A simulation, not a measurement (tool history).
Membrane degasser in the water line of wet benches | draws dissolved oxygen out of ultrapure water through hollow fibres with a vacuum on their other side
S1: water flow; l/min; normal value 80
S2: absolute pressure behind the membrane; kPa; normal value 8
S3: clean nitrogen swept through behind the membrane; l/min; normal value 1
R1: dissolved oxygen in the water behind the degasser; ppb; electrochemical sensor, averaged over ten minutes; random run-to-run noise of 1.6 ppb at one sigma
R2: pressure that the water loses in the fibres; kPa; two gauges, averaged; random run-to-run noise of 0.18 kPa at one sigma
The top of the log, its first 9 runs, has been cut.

run,hour,S1,S2,S3,R1,R2
10,882.2,80,8,1,611.8,30.91
11,937.8,80,8,1,609.6,30.82
12,992.4,80,8,1,610.5,30.68
13,1080.9,80,8,1,608.6,30.8
14,1205.9,80,8,1,609,30.74
15,1285.3,80,8,2.19,347.8,31.05
16,1356.3,80,8,2.19,346,31.15
17,1438.8,80,6.05,1,369.9,30.73
18,1516.1,58,6.99,0.55,578.4,22.53
19,1632.2,68,15.44,0.53,1871.5,26.32
20,1737.9,68,15.44,0.53,1875.9,26.11
21,1797,80,8.46,1.56,490.4,30.92
22,1878.6,80,15.3,0.88,1532,30.88
23,1995.6,80,15.3,0.88,1531.2,31.03
24,2109.2,80,15.3,0.88,1535.2,31.08
25,2230.5,80,9.53,0.69,986.3,31.02
26,2285.8,80,9.53,0.69,989.9,31
27,2371.2,80,9.53,0.46,1211.3,31.32
28,2439.8,80,9.53,0.8,907.5,31.28
29,2546,84,5.59,0.8,371.7,32.71

Run 30 has not been measured yet. What should we expect?
30,2659.9,64,11.63,0.64,?,?

R1: 1174.5 ppb
R2: 25.12 kPa
Minus the tool's unlogged condition, the same run would have read R1 1174.2 ppb, R2 24.55 kPa.
